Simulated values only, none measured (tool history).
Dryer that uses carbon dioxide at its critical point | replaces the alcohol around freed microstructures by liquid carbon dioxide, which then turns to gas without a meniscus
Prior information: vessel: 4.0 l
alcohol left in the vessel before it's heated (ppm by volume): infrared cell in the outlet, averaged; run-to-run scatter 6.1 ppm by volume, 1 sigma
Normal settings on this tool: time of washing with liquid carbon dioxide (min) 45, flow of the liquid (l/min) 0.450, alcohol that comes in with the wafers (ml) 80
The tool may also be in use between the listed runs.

run,hour,time of washing with liquid carbon dioxide (min),flow of the liquid (l/min),alcohol that comes in with the wafers (ml),alcohol left in the vessel before it's heated (ppm by volume)
1,0.0,45,0.450,80,408
2,30.4,45,0.450,80,422
3,60.1,45,0.450,80,427
# hour 71.1: inlet filter changed
4,86.4,36,0.450,80,602
5,125.1,43,0.450,80,321
6,163.9,45,0.541,80,134
7,201.2,45,0.541,80,147
8,225.4,45,0.450,80,313
9,245.1,45,0.450,80,304
10,284.8,45,0.421,80,407
11,319.2,55,0.560,102,94
12,362.8,52,0.381,78,384

Estimate the outcome of run 13 from the log above:
13,389.5,43,0.489,78,?

alcohol left in the vessel before it's heated (ppm by volume): 301
The same run, on a tool lacking any hidden state, would have yielded alcohol left in the vessel before it's heated (ppm by volume) 184.
